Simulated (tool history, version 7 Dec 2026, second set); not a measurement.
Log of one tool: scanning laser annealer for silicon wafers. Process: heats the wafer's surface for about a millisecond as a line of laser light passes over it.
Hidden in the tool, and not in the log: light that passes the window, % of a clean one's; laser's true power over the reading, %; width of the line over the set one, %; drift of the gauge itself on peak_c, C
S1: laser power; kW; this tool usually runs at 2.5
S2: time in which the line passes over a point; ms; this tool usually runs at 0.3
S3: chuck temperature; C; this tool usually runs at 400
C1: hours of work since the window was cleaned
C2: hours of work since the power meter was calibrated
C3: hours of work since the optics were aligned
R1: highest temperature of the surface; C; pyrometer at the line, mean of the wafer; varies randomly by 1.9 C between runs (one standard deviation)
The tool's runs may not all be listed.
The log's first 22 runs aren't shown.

Run 23, day 8.508: usual settings but S2 0.356 ms, S3 423 C; C1 171; C2 517; C3 94. Result: R1 1279 C.
Run 24, day 8.729: usual settings but S2 0.356 ms, S3 423 C; C1 175; C2 521; C3 98. Result: R1 1279 C.
Run 25, day 9.008: usual settings but S1 2.256 kW, S2 0.21 ms, S3 416 C; C1 180; C2 526; C3 103. Result: R1 1033 C.
Run 26, day 9.304: usual settings but S1 2.449 kW; C1 186; C2 531; C3 109. Result: R1 1183 C.
Run 27, day 9.771: usual settings but S1 2.449 kW; C1 194; C2 540; C3 117. Result: R1 1182 C.
Run 28, day 10.1: usual settings but S1 2.449 kW; C1 200; C2 545; C3 123. Result: R1 1179 C.
Run 29, day 10.45: usual settings but S1 2.449 kW; C1 206; C2 552; C3 129. Result: R1 1178 C.
Run 30, day 10.783: usual settings but S1 2.64 kW, S2 0.275 ms, S3 388 C; C1 212; C2 558; C3 135. Result: R1 1196 C.
Run 31, day 11.246: usual settings but S1 2.368 kW, S2 0.25 ms, S3 417 C; C1 221; C2 566; C3 144. Result: R1 1113 C.
Run 32, day 11.592: usual settings but S1 2.368 kW, S2 0.25 ms, S3 417 C; C1 227; C2 572; C3 150. Result: R1 1113 C.
Run 33, day 11.833: usual settings but S1 2.368 kW, S2 0.25 ms, S3 417 C; C1 231; C2 577; C3 154. Result: R1 1116 C.
Run 34, day 12.167: usual settings but S1 2.354 kW, S2 0.25 ms, S3 372 C; C1 237; C2 583; C3 160. Result: R1 1061 C.
Run 35, day 12.525: usual settings but S1 2.354 kW, S2 0.227 ms, S3 374 C; C1 244; C2 589; C3 167. Result: R1 1038 C.
Run 36, day 12.833: usual settings but S1 2.554 kW, S3 399 C; C1 249; C2 595; C3 172. Result: R1 1207 C.
Run 37, day 13.062: usual settings but S1 2.473 kW, S3 414 C; C1 253; C2 599; C3 176. Result: R1 1197 C.
Run 38, day 13.488: usual settings but S1 2.473 kW, S3 414 C; C1 261; C2 607; C3 184. Result: R1 1196 C.
Run 39, day 13.967: usual settings but S1 2.473 kW, S3 414 C; C1 270; C2 615; C3 193. Result: R1 1201 C.
Run 40, day 14.458: usual settings but S1 2.203 kW; C1 279; C2 624; C3 202. Result: R1 1098 C.

Predict each of these 5 candidate next runs independently; none follows another, all start after run 40:
Run A, day 14.946: usual settings but S1 2.598 kW, S2 0.224 ms, S3 440 C; C1 287; C2 633; C3 210. Result: R1 ?.
Run B, day 14.946: usual settings but S1 2.203 kW, S2 0.265 ms, S3 422 C; C1 287; C2 633; C3 210. Result: R1 ?.
Run C, day 14.946: usual settings but S1 2.142 kW, S3 372 C; C1 287; C2 633; C3 210. Result: R1 ?.
Run D, day 14.946: usual settings but S1 2.448 kW; C1 287; C2 633; C3 210. Result: R1 ?.
Run E, day 14.946: usual settings but S3 398 C; C1 287; C2 633; C3 210. Result: R1 ?.

run    R1
  A  1169
  B  1080
  C  1050
  D  1174
  E  1190
Without the tool's hidden state the same runs would have given:
run    R1
  A  1192
  B  1101
  C  1071
  D  1198
  E  1214

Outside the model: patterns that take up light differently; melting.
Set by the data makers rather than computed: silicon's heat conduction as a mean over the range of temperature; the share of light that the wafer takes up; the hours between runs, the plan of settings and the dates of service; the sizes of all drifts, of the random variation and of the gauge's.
